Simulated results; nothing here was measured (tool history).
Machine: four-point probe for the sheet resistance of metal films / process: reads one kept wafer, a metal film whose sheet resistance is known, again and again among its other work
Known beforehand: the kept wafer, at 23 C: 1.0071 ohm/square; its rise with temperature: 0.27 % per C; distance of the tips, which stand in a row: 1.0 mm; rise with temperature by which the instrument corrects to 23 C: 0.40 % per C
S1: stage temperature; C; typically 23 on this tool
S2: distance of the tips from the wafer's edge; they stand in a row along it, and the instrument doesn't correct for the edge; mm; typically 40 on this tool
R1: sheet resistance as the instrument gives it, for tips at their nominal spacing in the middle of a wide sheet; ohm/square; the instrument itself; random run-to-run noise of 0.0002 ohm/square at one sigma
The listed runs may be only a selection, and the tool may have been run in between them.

Run 1, day 0: usual settings. Result: R1 1.001988 ohm/square.
Run 2, day 0.35: usual settings. Result: R1 1.002265 ohm/square.
Run 3, day 0.904: usual settings but S2 29 mm. Result: R1 1.00251 ohm/square.
Run 4, day 1.45: usual settings but S2 29 mm. Result: R1 1.002304 ohm/square.
Run 5, day 1.979: usual settings but S2 11 mm. Result: R1 1.006218 ohm/square.
Run 6, day 2.512: usual settings but S2 11 mm. Result: R1 1.006087 ohm/square.
Run 7, day 3.183: usual settings but S2 11 mm. Result: R1 1.006014 ohm/square.
Run 8, day 3.821: usual settings but S2 11 mm. Result: R1 1.005879 ohm/square.
Run 9, day 4.196: usual settings but S2 11 mm. Result: R1 1.005691 ohm/square.
Run 10, day 4.617: usual settings but S2 6 mm. Result: R1 1.016365 ohm/square.
Run 11, day 5.171: usual settings but S2 6 mm. Result: R1 1.01617 ohm/square.
Run 12, day 5.762: usual settings but S1 28 C. Result: R1 0.995629 ohm/square.
Run 13, day 6.108: usual settings but S1 28 C. Result: R1 0.995375 ohm/square.
Run 14, day 6.621: usual settings but S1 28 C. Result: R1 0.995372 ohm/square.
Run 15, day 6.996: usual settings but S1 28 C. Result: R1 0.995329 ohm/square.
Run 16, day 7.421: usual settings. Result: R1 1.001377 ohm/square.
Run 17, day 8.038: usual settings. Result: R1 1.001496 ohm/square.
Run 18, day 8.525: usual settings. Result: R1 1.001584 ohm/square.
Run 19, day 9.067: usual settings but S2 5 mm. Result: R1 1.022774 ohm/square.
Run 20, day 9.708: usual settings but S2 5 mm. Result: R1 1.022819 ohm/square.
Run 21, day 10.396: usual settings but S2 39 mm. Result: R1 1.001606 ohm/square.
Run 22, day 10.896: usual settings but S2 39 mm. Result: R1 1.001947 ohm/square.
Run 23, day 11.296: usual settings but S1 24 C, S2 11 mm. Result: R1 1.004611 ohm/square.
Run 24, day 11.592: usual settings but S1 24 C, S2 11 mm. Result: R1 1.004539 ohm/square.
Run 25, day 12.096: usual settings but S1 24 C, S2 11 mm. Result: R1 1.004548 ohm/square.
Run 26, day 12.8: usual settings but S1 31 C, S2 35 mm. Result: R1 0.991642 ohm/square.
Run 27, day 13.179: usual settings but S2 7 mm. Result: R1 1.012186 ohm/square.
Run 28, day 13.875: usual settings but S2 7 mm. Result: R1 1.01211 ohm/square.
Run 29, day 14.233: usual settings but S1 24 C, S2 48 mm. Result: R1 1.000435 ohm/square.
Run 30, day 14.833: usual settings but S1 24 C, S2 48 mm. Result: R1 0.999673 ohm/square.
Run 31, day 15.262: usual settings but S1 24 C, S2 48 mm. Result: R1 0.999962 ohm/square.
Run 32, day 15.746: usual settings but S1 33 C, S2 37 mm. Result: R1 0.988846 ohm/square.
Run 33, day 16.138: usual settings but S1 33 C, S2 37 mm. Result: R1 0.989089 ohm/square.
Run 34, day 16.467: usual settings but S1 33 C, S2 19 mm. Result: R1 0.99006 ohm/square.
Run 35, day 16.883: usual settings but S1 22 C, S2 11 mm. Result: R1 1.006937 ohm/square.
Run 36, day 17.588: usual settings but S1 22 C, S2 11 mm. Result: R1 1.006868 ohm/square.
Run 37, day 18.208: usual settings but S1 22 C, S2 11 mm. Result: R1 1.006927 ohm/square.
Run 38, day 18.562: usual settings but S1 25 C, S2 4 mm. Result: R1 1.031002 ohm/square.
Run 39, day 19.25: usual settings but S2 15 mm. Result: R1 1.003385 ohm/square.
Run 40, day 19.696: usual settings but S1 22 C, S2 55 mm. Result: R1 1.001942 ohm/square.
Run 41, day 20.033: usual settings but S1 21 C, S2 55 mm. Result: R1 1.003669 ohm/square.

Branching from run 41: 3 alternative next runs. What would each branch give?
Run A, day 20.421: usual settings but S1 25 C, S2 5 mm. Result: R1 ?.
Run B, day 20.421: usual settings but S1 18 C, S2 22 mm. Result: R1 ?.
Run C, day 20.421: usual settings but S1 27 C, S2 54 mm. Result: R1 ?.

run        R1
  A  1.019137
  B  1.008418
  C  0.995956
Without the tool's hidden state the same runs would have given:
run        R1
  A  1.025514
  B  1.014753
  C  1.002193

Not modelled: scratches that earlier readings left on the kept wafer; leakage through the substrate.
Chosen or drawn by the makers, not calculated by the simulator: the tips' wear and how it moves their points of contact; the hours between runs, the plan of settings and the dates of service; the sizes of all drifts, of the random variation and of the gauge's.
